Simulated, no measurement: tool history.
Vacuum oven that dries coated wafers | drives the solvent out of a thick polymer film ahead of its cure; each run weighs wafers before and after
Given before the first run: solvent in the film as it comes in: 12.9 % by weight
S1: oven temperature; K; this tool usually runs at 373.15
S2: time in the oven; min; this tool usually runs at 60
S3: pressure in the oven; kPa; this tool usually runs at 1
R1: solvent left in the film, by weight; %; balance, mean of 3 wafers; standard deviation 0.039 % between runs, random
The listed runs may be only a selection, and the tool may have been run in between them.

{"run": 1, "hour": 0.0, "S1": 373.15, "S2": 60, "S3": 1, "R1": 1.32}
{"run": 2, "hour": 43.1, "S1": 373.15, "S2": 60, "S3": 1, "R1": 1.35}
{"run": 3, "hour": 67.7, "S1": 373.15, "S2": 60, "S3": 1, "R1": 1.48}
{"run": 4, "hour": 113.2, "S1": 373.15, "S2": 60, "S3": 1, "R1": 1.4}
{"run": 5, "hour": 161.2, "S1": 373.15, "S2": 60, "S3": 1, "R1": 1.38}
{"run": 6, "hour": 212.3, "S1": 373.15, "S2": 60, "S3": 1, "R1": 1.35}
{"run": 7, "hour": 235.5, "S1": 373.15, "S2": 60, "S3": 1, "R1": 1.42}
{"run": 8, "hour": 287.3, "S1": 379.15, "S2": 60, "S3": 1, "R1": 0.8}
{"run": 9, "hour": 333.1, "S1": 373.15, "S2": 60, "S3": 3.42, "R1": 2.83}
{"run": 10, "hour": 366.5, "S1": 373.15, "S2": 60, "S3": 3.03, "R1": 2.69}
{"run": 11, "hour": 404.2, "S1": 373.15, "S2": 60, "S3": 3.03, "R1": 2.61}
{"run": 12, "hour": 447.9, "S1": 373.15, "S2": 60, "S3": 3.03, "R1": 2.62}
{"run": 13, "hour": 496.9, "S1": 373.15, "S2": 60, "S3": 1, "R1": 1.48}
{"run": 14, "hour": 518.4, "S1": 373.15, "S2": 60, "S3": 1, "R1": 1.36}
{"run": 15, "hour": 547.0, "S1": 373.15, "S2": 60, "S3": 1, "R1": 1.39}
{"run": 16, "hour": 571.2, "S1": 373.15, "S2": 52, "S3": 1, "R1": 1.57}
{"run": 17, "hour": 598.3, "S1": 373.15, "S2": 52, "S3": 1, "R1": 1.69}
{"run": 18, "hour": 627.2, "S1": 377.15, "S2": 62, "S3": 2.27, "R1": 1.64}
{"run": 19, "hour": 668.7, "S1": 377.15, "S2": 62, "S3": 2.27, "R1": 1.65}
{"run": 20, "hour": 703.5, "S1": 365.15, "S2": 69, "S3": 3.2, "R1": 4.15}
{"run": 21, "hour": 731.8, "S1": 365.15, "S2": 69, "S3": 3.2, "R1": 4.19}
{"run": 22, "hour": 754.8, "S1": 365.15, "S2": 69, "S3": 3.2, "R1": 4.01}
{"run": 23, "hour": 800.6, "S1": 365.15, "S2": 69, "S3": 3.2, "R1": 4.11}
{"run": 24, "hour": 825.4, "S1": 364.15, "S2": 76, "S3": 0.51, "R1": 1.97}
{"run": 25, "hour": 849.3, "S1": 364.15, "S2": 76, "S3": 0.51, "R1": 1.95}
{"run": 26, "hour": 873.5, "S1": 383.15, "S2": 52, "S3": 2.37, "R1": 1.35}
{"run": 27, "hour": 900.0, "S1": 383.15, "S2": 52, "S3": 2.37, "R1": 1.27}
{"run": 28, "hour": 938.9, "S1": 383.15, "S2": 52, "S3": 2.37, "R1": 1.28}
{"run": 29, "hour": 979.8, "S1": 383.15, "S2": 70, "S3": 0.72, "R1": 0.48}
{"run": 30, "hour": 1019.0, "S1": 387.15, "S2": 60, "S3": 3.77, "R1": 1.63}
{"run": 31, "hour": 1070.4, "S1": 387.15, "S2": 60, "S3": 3.77, "R1": 1.59}
{"run": 32, "hour": 1120.0, "S1": 387.15, "S2": 60, "S3": 3.77, "R1": 1.61}
{"run": 33, "hour": 1148.3, "S1": 387.15, "S2": 60, "S3": 3.77, "R1": 1.71}
{"run": 34, "hour": 1199.1, "S1": 376.15, "S2": 60, "S3": 0.5, "R1": 0.68}

Pick out some run-to-run changes in R1. Of each, how much would a tool without hidden state show as well, from the settings, what came in and chance, and how much is left for the hidden state and any gauge scatter not in both results compared?
Hidden state present: true wafer temperature over the reading, C; true pressure over the reading, kPa; drift of the gauge itself on solvent_pct, %.
Run 8 -> 9: S1 379.15 -> 373.15, S3 1 -> 3.42. R1 +2.03 %: hidden state +0, all else +2.03.
Run 19 -> 20: S1 377.15 -> 365.15, S2 62 -> 69, S3 2.27 -> 3.2. R1 +2.5 %: hidden state -0.03, all else +2.53.
Run 23 -> 24: S1 365.15 -> 364.15, S2 69 -> 76, S3 3.2 -> 0.51. R1 -2.14 %: hidden state +0.03, all else -2.17.
Run 28 -> 29: S2 52 -> 70, S3 2.37 -> 0.72. R1 -0.8 %: hidden state +0.03, all else -0.83.
